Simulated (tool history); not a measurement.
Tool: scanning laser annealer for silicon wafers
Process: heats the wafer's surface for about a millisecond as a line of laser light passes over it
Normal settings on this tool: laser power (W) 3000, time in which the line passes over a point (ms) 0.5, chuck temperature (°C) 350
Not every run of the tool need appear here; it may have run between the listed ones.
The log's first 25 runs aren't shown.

run   hour  laser power (W)  time in which the line passes over a point (ms)  chuck temperature (°C)  highest temperature of the surface (°C)
 26  199.1             2671                                            0.461                     325                                      974
 27  210.1             3185                                            0.559                     345                                     1200
 28  216.3             2864                                             0.47                     336                                     1039
 29  223.2             3000                                            0.433                     322                                     1028
 30  233.2             3000                                            0.433                     322                                     1029
 31    244             3259                                            0.364                     329                                     1038
 32    252             2944                                             0.48                     366                                     1099
 33  263.2             2944                                             0.48                     366                                     1099
 34  272.4             3037                                            0.357                     332                                      982
 35  283.7             2670                                             0.55                     384                                     1088
 36  293.2             2930                                            0.474                     384                                     1105
 37  303.3             3000                                              0.5                     377                                     1134
 38  313.9             2604                                              0.5                     343                                      997
 39  320.2             3041                                            0.422                     359                                     1063
     326.8  -- window over the wafer cleaned
 40  332.3             2832                                              0.5                     315                                     1052
 41  341.2             2832                                            0.363                     315                                      943

Run 42 comes next. What will it give?
 42  351.5             2832                                            0.363                     315                                        ?

{"run 42": {"highest temperature of the surface (°C)": 942}}
Had the tool carried no hidden state, the very same run would have given highest temperature of the surface (°C) 952.

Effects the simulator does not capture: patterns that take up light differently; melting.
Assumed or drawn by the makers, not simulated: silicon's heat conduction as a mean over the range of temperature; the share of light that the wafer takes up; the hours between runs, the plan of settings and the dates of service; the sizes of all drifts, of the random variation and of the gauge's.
